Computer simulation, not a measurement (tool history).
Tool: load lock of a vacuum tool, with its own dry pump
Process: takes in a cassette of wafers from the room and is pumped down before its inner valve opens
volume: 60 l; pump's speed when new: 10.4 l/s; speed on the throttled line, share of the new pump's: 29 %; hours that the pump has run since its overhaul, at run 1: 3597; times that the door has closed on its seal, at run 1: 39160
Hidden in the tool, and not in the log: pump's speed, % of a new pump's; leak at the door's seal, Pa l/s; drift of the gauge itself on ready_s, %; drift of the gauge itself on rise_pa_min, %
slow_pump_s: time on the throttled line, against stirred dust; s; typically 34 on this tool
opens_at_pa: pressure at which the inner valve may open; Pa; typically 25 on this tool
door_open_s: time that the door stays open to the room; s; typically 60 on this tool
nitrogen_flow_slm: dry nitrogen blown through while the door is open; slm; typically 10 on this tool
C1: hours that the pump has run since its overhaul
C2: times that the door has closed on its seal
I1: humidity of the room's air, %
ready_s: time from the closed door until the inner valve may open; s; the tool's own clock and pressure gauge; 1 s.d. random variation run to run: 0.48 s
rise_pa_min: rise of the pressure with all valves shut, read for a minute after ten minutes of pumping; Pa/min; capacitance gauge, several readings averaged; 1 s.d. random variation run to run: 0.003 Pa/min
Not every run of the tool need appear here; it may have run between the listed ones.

run 1 hour=0 | slow_pump_s=34 opens_at_pa=25 door_open_s=60 nitrogen_flow_slm=10 | C1=3597 C2=39160 | I1=45.2 | ready_s=71.9 rise_pa_min=0.111
run 2 hour=362.6 | slow_pump_s=34 opens_at_pa=25 door_open_s=60 nitrogen_flow_slm=10 | C1=3959 C2=40224 | I1=45.6 | ready_s=71.5 rise_pa_min=0.115
run 3 hour=754.9 | slow_pump_s=34 opens_at_pa=18 door_open_s=60 nitrogen_flow_slm=10 | C1=4352 C2=41375 | I1=42.7 | ready_s=74.1 rise_pa_min=0.113
run 4 hour=945.3 | slow_pump_s=34 opens_at_pa=25 door_open_s=60 nitrogen_flow_slm=10 | C1=4542 C2=41934 | I1=42.5 | ready_s=73.4 rise_pa_min=0.118
run 5 hour=1267.3 | slow_pump_s=34 opens_at_pa=25 door_open_s=60 nitrogen_flow_slm=10 | C1=4864 C2=42879 | I1=43.7 | ready_s=72.4 rise_pa_min=0.122
run 6 hour=1520.1 | slow_pump_s=41 opens_at_pa=25 door_open_s=60 nitrogen_flow_slm=10 | C1=5117 C2=43621 | I1=46.1 | ready_s=77.9 rise_pa_min=0.121
run 7 hour=1981.1 | slow_pump_s=34 opens_at_pa=42 door_open_s=60 nitrogen_flow_slm=10 | C1=5578 C2=44975 | I1=46.7 | ready_s=69.5 rise_pa_min=0.132
run 8 hour=2333.9 | slow_pump_s=32 opens_at_pa=42 door_open_s=60 nitrogen_flow_slm=10 | C1=5931 C2=46010 | I1=44.1 | ready_s=69.1 rise_pa_min=0.129
run 9 hour=2804.5 | slow_pump_s=32 opens_at_pa=42 door_open_s=60 nitrogen_flow_slm=10 | C1=6401 C2=47392 | I1=43 | ready_s=68.3 rise_pa_min=0.13
run 10 hour=3232.6 | slow_pump_s=32 opens_at_pa=42 door_open_s=60 nitrogen_flow_slm=10 | C1=6829 C2=48648 | I1=46.4 | ready_s=69.3 rise_pa_min=0.139
run 11 hour=3649.5 | slow_pump_s=34 opens_at_pa=25 door_open_s=60 nitrogen_flow_slm=10 | C1=7246 C2=49872 | I1=44.4 | ready_s=73.8 rise_pa_min=0.144
run 12 hour=4014.2 | slow_pump_s=34 opens_at_pa=25 door_open_s=60 nitrogen_flow_slm=10 | C1=7611 C2=50942 | I1=42.6 | ready_s=74.2 rise_pa_min=0.149
run 13 hour=4272.8 | slow_pump_s=34 opens_at_pa=25 door_open_s=60 nitrogen_flow_slm=10 | C1=7869 C2=51701 | I1=45.9 | ready_s=73.6 rise_pa_min=0.151
run 14 hour=4661 | slow_pump_s=34 opens_at_pa=25 door_open_s=60 nitrogen_flow_slm=10 | C1=8258 C2=52841 | I1=43.4 | ready_s=73.1 rise_pa_min=0.148
run 15 hour=4870.6 | slow_pump_s=34 opens_at_pa=25 door_open_s=179 nitrogen_flow_slm=10 | C1=8467 C2=53456 | I1=47.9 | ready_s=72.7 rise_pa_min=0.174
run 16 hour=5258.3 | slow_pump_s=34 opens_at_pa=40 door_open_s=60 nitrogen_flow_slm=10 | C1=8855 C2=54594 | I1=47.3 | ready_s=70.8 rise_pa_min=0.16
run 17 hour=5668.7 | slow_pump_s=34 opens_at_pa=40 door_open_s=60 nitrogen_flow_slm=10 | C1=9265 C2=55799 | I1=43.5 | ready_s=71 rise_pa_min=0.16
run 18 hour=6079 | slow_pump_s=34 opens_at_pa=26 door_open_s=60 nitrogen_flow_slm=10 | C1=9676 C2=57003 | I1=43.2 | ready_s=74.1 rise_pa_min=0.169
run 19 hour=6475.1 | slow_pump_s=34 opens_at_pa=25 door_open_s=60 nitrogen_flow_slm=10 | C1=10072 C2=58166 | I1=46.6 | ready_s=74.8 rise_pa_min=0.177
run 20 hour=6852.5 | slow_pump_s=19 opens_at_pa=25 door_open_s=204 nitrogen_flow_slm=6 | C1=10449 C2=59273 | I1=44.1 | ready_s=64.2 rise_pa_min=0.203
run 21 hour=7103.5 | slow_pump_s=19 opens_at_pa=25 door_open_s=204 nitrogen_flow_slm=6 | C1=10700 C2=60010 | I1=47.3 | ready_s=64.1 rise_pa_min=0.199
run 22 hour=7345.3 | slow_pump_s=19 opens_at_pa=25 door_open_s=104 nitrogen_flow_slm=6 | C1=10942 C2=60720 | I1=44.6 | ready_s=64.8 rise_pa_min=0.189
run 23 hour=7700.5 | slow_pump_s=19 opens_at_pa=48 door_open_s=72 nitrogen_flow_slm=6 | C1=11297 C2=61763 | I1=46.8 | ready_s=60.9 rise_pa_min=0.185
run 24 hour=8110.3 | slow_pump_s=34 opens_at_pa=25 door_open_s=42 nitrogen_flow_slm=10 | C1=11707 C2=62965 | I1=47 | ready_s=74.1 rise_pa_min=0.187
run 25 hour=8489.3 | slow_pump_s=34 opens_at_pa=25 door_open_s=42 nitrogen_flow_slm=10 | C1=12086 C2=64078 | I1=44.9 | ready_s=75.2 rise_pa_min=0.189
run 26 hour=8696.3 | slow_pump_s=34 opens_at_pa=20 door_open_s=60 nitrogen_flow_slm=10 | C1=12293 C2=64685 | I1=44.7 | ready_s=76.3 rise_pa_min=0.195
run 27 hour=8891 | slow_pump_s=34 opens_at_pa=20 door_open_s=60 nitrogen_flow_slm=10 | C1=12488 C2=65257 | I1=45.4 | ready_s=75.6 rise_pa_min=0.197
run 28 hour=9332.1 | slow_pump_s=26 opens_at_pa=35 door_open_s=135 nitrogen_flow_slm=14 | C1=12929 C2=66552 | I1=42.9 | ready_s=66.6 rise_pa_min=0.207
-- hour=9387.6 door's seal changed, seat wiped
run 29 hour=9532.6 | slow_pump_s=26 opens_at_pa=35 door_open_s=135 nitrogen_flow_slm=14 | C1=13128 C2=426 | I1=45.3 | ready_s=67.4 rise_pa_min=0.051
run 30 hour=9817 | slow_pump_s=23 opens_at_pa=25 door_open_s=60 nitrogen_flow_slm=10 | C1=13412 C2=1261 | I1=45.8 | ready_s=67.6 rise_pa_min=0.049
run 31 hour=10265.6 | slow_pump_s=40 opens_at_pa=25 door_open_s=233 nitrogen_flow_slm=10 | C1=13861 C2=2577 | I1=41.1 | ready_s=79.3 rise_pa_min=0.063
run 32 hour=10702.2 | slow_pump_s=34 opens_at_pa=25 door_open_s=118 nitrogen_flow_slm=10 | C1=14297 C2=3859 | I1=46.3 | ready_s=75.5 rise_pa_min=0.061
run 33 hour=10904.7 | slow_pump_s=34 opens_at_pa=44 door_open_s=150 nitrogen_flow_slm=10 | C1=14500 C2=4453 | I1=43.1 | ready_s=71.8 rise_pa_min=0.058
run 34 hour=11127.2 | slow_pump_s=34 opens_at_pa=42 door_open_s=68 nitrogen_flow_slm=10 | C1=14722 C2=5106 | I1=48.4 | ready_s=72.5 rise_pa_min=0.052
run 35 hour=11595.3 | slow_pump_s=34 opens_at_pa=42 door_open_s=68 nitrogen_flow_slm=10 | C1=15190 C2=6480 | I1=45.5 | ready_s=72.2 rise_pa_min=0.053
run 36 hour=12065.7 | slow_pump_s=28 opens_at_pa=42 door_open_s=68 nitrogen_flow_slm=10 | C1=15661 C2=7861 | I1=40.6 | ready_s=69.1 rise_pa_min=0.051
run 37 hour=12467.4 | slow_pump_s=45 opens_at_pa=21 door_open_s=146 nitrogen_flow_slm=11 | C1=16063 C2=9041 | I1=47.6 | ready_s=85.3 rise_pa_min=0.07

Predict each of these 3 candidate next runs independently; none follows another, all start after run 37:
run A hour=12917.1 | slow_pump_s=45 opens_at_pa=27 door_open_s=29 nitrogen_flow_slm=11 | C1=16512 C2=10360 | I1=47.8 | ready_s=? rise_pa_min=?
run B hour=12917.1 | slow_pump_s=34 opens_at_pa=40 door_open_s=99 nitrogen_flow_slm=44 | C1=16512 C2=10360 | I1=46.8 | ready_s=? rise_pa_min=?
run C hour=12917.1 | slow_pump_s=45 opens_at_pa=21 door_open_s=146 nitrogen_flow_slm=17 | C1=16512 C2=10360 | I1=44.5 | ready_s=? rise_pa_min=?

run=A ready_s=82.4 rise_pa_min=0.046
run=B ready_s=72.5 rise_pa_min=0.041
run=C ready_s=84.7 rise_pa_min=0.062
With the hidden condition removed and each run's random variation left untouched, the same runs would have given:
run=A ready_s=79.2 rise_pa_min=0.035
run=B ready_s=69.1 rise_pa_min=0.03
run=C ready_s=81.3 rise_pa_min=0.051

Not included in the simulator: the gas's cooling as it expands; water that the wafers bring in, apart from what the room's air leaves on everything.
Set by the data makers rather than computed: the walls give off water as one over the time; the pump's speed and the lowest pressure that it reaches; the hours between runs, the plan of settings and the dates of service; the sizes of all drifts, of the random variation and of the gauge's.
